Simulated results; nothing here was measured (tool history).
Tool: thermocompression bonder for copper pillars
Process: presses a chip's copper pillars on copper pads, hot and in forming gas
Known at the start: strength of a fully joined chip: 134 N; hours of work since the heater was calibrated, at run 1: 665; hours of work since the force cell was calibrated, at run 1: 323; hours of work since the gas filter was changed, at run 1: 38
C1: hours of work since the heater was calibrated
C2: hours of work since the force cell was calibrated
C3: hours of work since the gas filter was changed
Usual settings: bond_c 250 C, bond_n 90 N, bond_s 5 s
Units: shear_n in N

run 1 hour=0 | bond_c=250 bond_n=90 bond_s=5 | C1=665 C2=323 C3=38 | shear_n=91.8
run 2 hour=60.5 | bond_c=250 bond_n=76 bond_s=5 | C1=707 C2=365 C3=81 | shear_n=87.4
run 3 hour=92.4 | bond_c=259 bond_n=90 bond_s=5 | C1=729 C2=388 C3=103 | shear_n=98.2
-- hour=104.9 forming gas filter changed
run 4 hour=122.5 | bond_c=250 bond_n=90 bond_s=9 | C1=750 C2=408 C3=12 | shear_n=107.4
run 5 hour=159.4 | bond_c=250 bond_n=90 bond_s=9 | C1=776 C2=434 C3=38 | shear_n=106.1
run 6 hour=208.4 | bond_c=250 bond_n=90 bond_s=9 | C1=810 C2=468 C3=72 | shear_n=105.5
run 7 hour=257.1 | bond_c=250 bond_n=90 bond_s=9 | C1=844 C2=503 C3=107 | shear_n=105.5
-- hour=263.2 forming gas filter changed
run 8 hour=325.1 | bond_c=244 bond_n=85 bond_s=5 | C1=892 C2=550 C3=43 | shear_n=86.7
run 9 hour=374 | bond_c=250 bond_n=100 bond_s=5 | C1=926 C2=584 C3=78 | shear_n=96.1
-- hour=418.2 forming gas filter changed
run 10 hour=445.8 | bond_c=255 bond_n=90 bond_s=3 | C1=976 C2=634 C3=19 | shear_n=82.5

Some steps in shear_n between neighbouring runs. How much of each would the tool show without its hidden state too (settings, what came in, random variation), and how much is left for the hidden state, with any gauge scatter that isn't in both results?
The hidden state here: true temperature of the bond over the reading, C; force that reaches the chip, % of what is set; oxide that the forming gas leaves, % of the face; drift of the gauge itself on shear_n, %.
Run 3 -> 4: bond_c 259 -> 250, bond_s 5 -> 9, forming gas filter changed. shear_n +9.2 N: hidden state +0.7, all else +8.5.
Run 7 -> 8: bond_c 250 -> 244, bond_n 90 -> 85, bond_s 9 -> 5, forming gas filter changed. shear_n -18.8 N: hidden state +0.4, all else -19.2.
